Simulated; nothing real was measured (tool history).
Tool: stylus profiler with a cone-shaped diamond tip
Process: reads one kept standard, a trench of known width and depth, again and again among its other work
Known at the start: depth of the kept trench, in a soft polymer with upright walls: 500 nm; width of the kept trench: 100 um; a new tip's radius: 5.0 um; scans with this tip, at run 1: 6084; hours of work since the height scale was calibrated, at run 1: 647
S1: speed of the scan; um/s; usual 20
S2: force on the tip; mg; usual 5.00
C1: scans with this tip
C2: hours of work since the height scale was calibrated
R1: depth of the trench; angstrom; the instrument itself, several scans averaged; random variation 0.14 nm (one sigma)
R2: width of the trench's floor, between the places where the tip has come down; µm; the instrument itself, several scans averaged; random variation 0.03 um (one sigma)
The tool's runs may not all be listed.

run     day  S1     S2    C1   C2      R1     R2
  1   0.000  20   5.00  6084  647  5038.8  95.04
  2   0.988  20  14.28  6215  661  5091.9  95.02
  3   2.183  20  14.28  6374  678  5093.3  95.03
  4   3.675  20   4.28  6574  699  5031.2  94.98
  5   4.958  20   4.28  6745  718  5033.1  94.97
      5.208  -- height scale calibrated on a step standard
  6   6.521  20   5.00  6950   19  5028.4  94.88
  7   8.483   6   5.00  7212   46  5025.7  94.92
  8  10.533   8  11.56  7485   76  5067.4  94.87

The next listed run, before its measurement:
  9  12.121   8  11.56  7697  98   ?   ?

R1: 5064.9 angstrom
R2: 94.88 µm
Without the tool's hidden state the same run would have given R1 5091.5 angstrom, R2 95.62 µm.

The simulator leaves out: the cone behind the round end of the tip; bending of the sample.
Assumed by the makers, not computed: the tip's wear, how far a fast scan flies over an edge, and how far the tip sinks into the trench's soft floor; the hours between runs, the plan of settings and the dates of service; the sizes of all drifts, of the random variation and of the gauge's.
